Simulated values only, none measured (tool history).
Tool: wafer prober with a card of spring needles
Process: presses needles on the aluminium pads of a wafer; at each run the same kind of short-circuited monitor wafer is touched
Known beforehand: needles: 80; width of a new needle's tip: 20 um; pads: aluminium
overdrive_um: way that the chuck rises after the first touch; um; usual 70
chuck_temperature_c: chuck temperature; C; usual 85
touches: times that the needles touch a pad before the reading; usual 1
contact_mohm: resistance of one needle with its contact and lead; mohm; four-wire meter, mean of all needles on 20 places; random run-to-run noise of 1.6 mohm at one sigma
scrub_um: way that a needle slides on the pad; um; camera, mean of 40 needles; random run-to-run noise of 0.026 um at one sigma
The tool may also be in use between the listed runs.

run,hour,overdrive_um,chuck_temperature_c,touches,contact_mohm,scrub_um
1,0,70,85,1,214,18.51
# hour 9.9: tips cleaned on abrasive film
# hour 19.7: tips cleaned on abrasive film
2,28.9,70,85,1,326,18.52
# hour 31.5: tips cleaned on abrasive film
# hour 41.3: tips cleaned on abrasive film
# hour 53.6: tips cleaned on abrasive film
# hour 63.5: tips cleaned on abrasive film
# hour 73.3: tips cleaned on abrasive film
# hour 85.6: tips cleaned on abrasive film
# hour 96.1: tips cleaned on abrasive film
3,96.1,70,85,1,175,18.37
# hour 108.4: tips cleaned on abrasive film
# hour 118.2: tips cleaned on abrasive film
# hour 128.1: tips cleaned on abrasive film
# hour 138: tips cleaned on abrasive film
4,145.4,70,85,1,323,18.31
# hour 148: tips cleaned on abrasive film
# hour 157.8: tips cleaned on abrasive film
# hour 167.7: tips cleaned on abrasive film
# hour 180: tips cleaned on abrasive film
# hour 189.9: tips cleaned on abrasive film
# hour 202.2: tips cleaned on abrasive film
5,208.3,70,85,1,305,18.28
# hour 213.3: tips cleaned on abrasive film
# hour 223.1: tips cleaned on abrasive film
# hour 228.3: height of the first contact set anew
# hour 233.3: tips cleaned on abrasive film
# hour 245.6: tips cleaned on abrasive film
6,248.4,70,85,1,261,18.73
# hour 255.8: tips cleaned on abrasive film
# hour 265.6: tips cleaned on abrasive film
# hour 277.9: tips cleaned on abrasive film
# hour 287.8: tips cleaned on abrasive film
# hour 297.6: tips cleaned on abrasive film
7,307.3,70,85,1,327,18.69
# hour 309.9: tips cleaned on abrasive film
# hour 322.2: tips cleaned on abrasive film
# hour 334.4: tips cleaned on abrasive film
# hour 346.7: tips cleaned on abrasive film
8,347.5,70,85,1,208,18.64
# hour 357.3: tips cleaned on abrasive film
# hour 369.6: tips cleaned on abrasive film
# hour 381.9: tips cleaned on abrasive film
# hour 393: tips cleaned on abrasive film
9,393,70,85,1,172,18.6
# hour 405.3: tips cleaned on abrasive film
# hour 417.6: tips cleaned on abrasive film
# hour 429.9: tips cleaned on abrasive film
10,432.7,70,85,1,260,18.54
# hour 440.2: tips cleaned on abrasive film
# hour 450: tips cleaned on abrasive film
# hour 462.3: tips cleaned on abrasive film
11,466.9,70,85,1,303,18.49
# hour 474.3: tips cleaned on abrasive film
# hour 484.2: tips cleaned on abrasive film
# hour 494: tips cleaned on abrasive film
# hour 506.3: tips cleaned on abrasive film
# hour 516.2: tips cleaned on abrasive film
# hour 528.5: tips cleaned on abrasive film
12,533.7,70,29,1,291,18.5
# hour 538.7: tips cleaned on abrasive film
# hour 548.6: tips cleaned on abrasive film
# hour 560.8: tips cleaned on abrasive film
# hour 570.7: tips cleaned on abrasive film
# hour 580.6: tips cleaned on abrasive film
13,589.1,70,29,2,261,18.4
# hour 591.6: tips cleaned on abrasive film
# hour 603.9: tips cleaned on abrasive film
# hour 613.8: tips cleaned on abrasive film
# hour 626.1: tips cleaned on abrasive film
# hour 637.3: tips cleaned on abrasive film
14,637.3,70,29,2,163,18.36
# hour 647.2: tips cleaned on abrasive film
# hour 657: tips cleaned on abrasive film
# hour 666.9: tips cleaned on abrasive film
# hour 676.7: tips cleaned on abrasive film
# hour 689: tips cleaned on abrasive film
# hour 698.9: tips cleaned on abrasive film
15,699.3,70,29,2,170,18.27
# hour 709.1: tips cleaned on abrasive film
# hour 714.3: height of the first contact set anew
# hour 719.3: tips cleaned on abrasive film
16,726.7,70,29,2,255,18.77
# hour 729.3: tips cleaned on abrasive film
# hour 739.1: tips cleaned on abrasive film
# hour 751.4: tips cleaned on abrasive film
17,753.7,70,29,2,193,18.75
# hour 763.6: tips cleaned on abrasive film
# hour 775.9: tips cleaned on abrasive film
# hour 785.8: tips cleaned on abrasive film
# hour 795.6: tips cleaned on abrasive film
# hour 805.5: tips cleaned on abrasive film
18,809.5,59,102,1,314,15.72
# hour 816.9: tips cleaned on abrasive film
# hour 826.8: tips cleaned on abrasive film
# hour 838.8: card fitted with new needles
# hour 851.1: tips cleaned on abrasive film
# hour 863.3: tips cleaned on abrasive film
# hour 875.6: tips cleaned on abrasive film
19,877.8,59,102,1,266,15.78
# hour 887.7: tips cleaned on abrasive film
# hour 897.5: tips cleaned on abrasive film
20,905.7,70,76,1,298,18.76
# hour 908.2: tips cleaned on abrasive film
# hour 918.1: tips cleaned on abrasive film
# hour 930.4: tips cleaned on abrasive film
# hour 940.2: tips cleaned on abrasive film
21,945.3,64,85,1,301,17.05

Alternative continuations, all from the tool just after run 21; predict every row:
# hour 950.3: tips cleaned on abrasive film
# hour 962.6: tips cleaned on abrasive film
# hour 974.9: tips cleaned on abrasive film
# hour 984.7: tips cleaned on abrasive film
A,988.8,66,28,3,?,?
# hour 950.3: tips cleaned on abrasive film
# hour 962.6: tips cleaned on abrasive film
# hour 974.9: tips cleaned on abrasive film
# hour 984.7: tips cleaned on abrasive film
B,988.8,81,49,1,?,?
# hour 950.3: tips cleaned on abrasive film
# hour 962.6: tips cleaned on abrasive film
# hour 974.9: tips cleaned on abrasive film
# hour 984.7: tips cleaned on abrasive film
C,988.8,65,85,2,?,?

run,contact_mohm,scrub_um
A,193,17.55
B,247,21.6
C,235,17.26
With the hidden condition removed and each run's random variation left untouched, the same runs would have given:
run,contact_mohm,scrub_um
A,142,17.7
B,149,21.76
C,155,17.42
